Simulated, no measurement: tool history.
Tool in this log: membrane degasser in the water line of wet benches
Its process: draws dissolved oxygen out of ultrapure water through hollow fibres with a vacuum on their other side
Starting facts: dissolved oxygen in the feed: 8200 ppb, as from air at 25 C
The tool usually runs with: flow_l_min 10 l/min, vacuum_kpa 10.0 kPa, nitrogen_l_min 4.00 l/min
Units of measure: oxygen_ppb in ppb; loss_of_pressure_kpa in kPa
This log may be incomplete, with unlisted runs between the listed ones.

run	day	flow_l_min	vacuum_kpa	nitrogen_l_min	oxygen_ppb	loss_of_pressure_kpa
1	0.000	10	10.0	4.00	53.7	35.78
2	1.533	10	10.0	4.00	54.8	36.14
3	2.979	10	10.0	4.00	55.2	35.99
4	4.808	10	14.9	4.00	85.1	36.13
5	5.588	13	14.9	4.00	126.5	47.08
6	7.071	10	10.0	4.00	53.2	35.48
7	8.738	10	10.0	4.00	55.1	36.00
8	10.167	10	10.0	4.07	54.8	36.18
# day 10.350: vacuum gauge calibrated
9	11.996	10	10.0	4.07	55.2	36.06
10	13.496	10	10.0	2.40	82.9	36.39
11	14.675	10	13.3	10.17	37.2	36.23
12	15.621	10	20.4	5.36	92.6	36.02
13	16.825	6	20.4	5.36	50.8	21.50
14	18.717	8	11.0	5.36	34.7	28.74
15	19.592	12	20.2	4.00	149.1	43.58
16	20.733	8	8.3	8.82	16.8	29.09
# day 21.242: vacuum gauge calibrated, once more
17	21.650	8	8.3	8.82	15.7	29.07
18	23.538	7	10.2	8.15	17.7	25.48
19	24.917	7	10.2	8.15	18.1	25.07

Branching from run 19: 3 alternative next runs. What would each branch give?
A	25.775	6	14.0	3.85	?	?
B	25.775	7	17.2	6.75	?	?
C	25.775	10	10.2	2.16	?	?

run	oxygen_ppb	loss_of_pressure_kpa
A	44.1	21.73
B	39.3	25.33
C	91.4	35.94
The same runs, with their run-to-run variation unchanged, on a tool lacking any hidden condition would have given:
run	oxygen_ppb	loss_of_pressure_kpa
A	42.8	21.59
B	38.2	25.16
C	89.3	35.70
